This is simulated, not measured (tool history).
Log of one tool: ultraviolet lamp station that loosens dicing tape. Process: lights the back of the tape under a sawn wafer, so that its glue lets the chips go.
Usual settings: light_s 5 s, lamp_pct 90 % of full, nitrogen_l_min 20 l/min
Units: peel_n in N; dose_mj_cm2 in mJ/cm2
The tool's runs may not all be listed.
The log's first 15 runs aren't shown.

run    day  light_s  lamp_pct  nitrogen_l_min  hours of work of the lamp  hours of work since the window was cleaned  peel_n  dose_mj_cm2
 16  4.300        5        97              20                        256                                         360   0.223          329
 17  4.662        5        97              20                        261                                         366   0.218          322
 18  4.900        5        90               7                        265                                         370   0.588          301
 19  5.067        9        68               7                        268                                         372   0.323          411
 20  5.288        4        90              20                        271                                         376   0.364          244
 21  5.642        8        62              20                        277                                         382   0.212          331
 22  5.979        6        85              20                        283                                         387   0.197          336
 23  6.329        6        85              20                        288                                         393   0.211          335
 24  6.683        5        90              10                        294                                         398   0.446          297
 25  6.867        5        76              18                        297                                         401   0.375          252
 26  7.188        3        79              28                        302                                         406   0.706          153
 27  7.367        3        79              28                        305                                         409   0.704          153
 28  7.596        3        66              20                        309                                         413   1.232          128
 29  7.775        3        85              20                        312                                         416   0.807          167
 30  7.992        3        85              25                        315                                         419   0.688          165
 31  8.196        3        90              25                        318                                         423   0.612          173
 32  8.542        3        90              25                        324                                         428   0.624          171
 33  8.883        5        70              25                        329                                         434   0.371          220
 34  9.279        5        92              21                        336                                         440   0.245          291

5 ways to go on from here, each from the tool as it stands after run 34. What would each give?
  A  9.496        2        90              29                        339                                         444       ?            ?
  B  9.496        8        73               8                        339                                         444       ?            ?
  C  9.496        3        83              17                        339                                         444       ?            ?
  D  9.496        4        90              29                        339                                         444       ?            ?
  E  9.496        5        90              35                        339                                         444       ?            ?

run  peel_n  dose_mj_cm2
  A   1.220          115
  B   0.337          368
  C   0.965          159
  D   0.314          223
  E   0.201          280
Without the tool's hidden state the same runs would have given:
run  peel_n  dose_mj_cm2
  A   0.691          158
  B   0.191          506
  C   0.518          217
  D   0.185          306
  E   0.158          387
